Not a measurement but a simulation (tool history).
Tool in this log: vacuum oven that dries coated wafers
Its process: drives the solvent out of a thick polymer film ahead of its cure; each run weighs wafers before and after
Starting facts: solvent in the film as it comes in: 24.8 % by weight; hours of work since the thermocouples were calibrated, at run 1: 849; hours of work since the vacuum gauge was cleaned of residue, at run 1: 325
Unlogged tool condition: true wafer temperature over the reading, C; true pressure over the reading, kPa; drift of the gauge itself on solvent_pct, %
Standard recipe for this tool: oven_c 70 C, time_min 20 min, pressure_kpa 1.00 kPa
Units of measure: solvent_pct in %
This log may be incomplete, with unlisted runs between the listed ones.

run	hour	oven_c	time_min	pressure_kpa	hours of work since the thermocouples were calibrated	hours of work since the vacuum gauge was cleaned of residue	solvent_pct
1	0.0	70	20	1.00	849	325	3.79
2	30.6	70	20	1.00	862	338	3.87
3	45.5	70	20	1.00	869	345	3.67
4	62.5	70	20	1.00	876	352	3.73
5	80.1	70	20	1.00	884	360	3.73
6	97.6	70	15	1.00	892	368	5.62
7	123.4	70	20	1.24	903	379	3.90
8	142.5	70	20	1.24	911	388	3.81
9	156.8	70	20	1.24	918	394	4.02
10	169.8	70	20	1.00	923	400	3.58
# hour 173.7: oven's thermocouples calibrated
11	192.8	70	20	1.35	8	409	3.95
12	205.9	70	20	1.35	14	415	3.87
13	221.1	70	25	1.00	21	421	2.50
14	234.9	70	25	1.00	27	427	2.49
15	258.6	66	21	2.42	37	438	5.69
16	281.1	66	18	2.42	47	448	6.65
17	305.7	66	18	2.42	58	458	6.58
18	326.1	70	19	1.17	67	467	4.08
19	355.1	73	23	1.16	80	480	2.22
20	379.1	73	23	1.16	90	491	2.17
21	391.8	73	23	1.78	96	496	2.52
22	418.8	63	35	1.89	108	508	3.57
23	435.0	63	35	1.89	115	515	3.58
24	464.8	59	35	2.56	128	529	5.67
25	490.0	59	12	2.56	139	540	12.36
26	506.7	80	30	1.00	147	547	0.48

Alternative continuations, all from the tool just after run 26; predict every row:
A	532.6	83	30	0.81	158	558	?
B	532.6	70	30	1.00	158	558	?
C	532.6	62	29	1.81	158	558	?
D	532.6	70	30	1.00	158	558	?

run	solvent_pct
A	0.33
B	1.88
C	4.90
D	1.74
Had the tool no hidden state, the same runs would have come out as:
run	solvent_pct
A	0.33
B	1.87
C	4.89
D	1.73
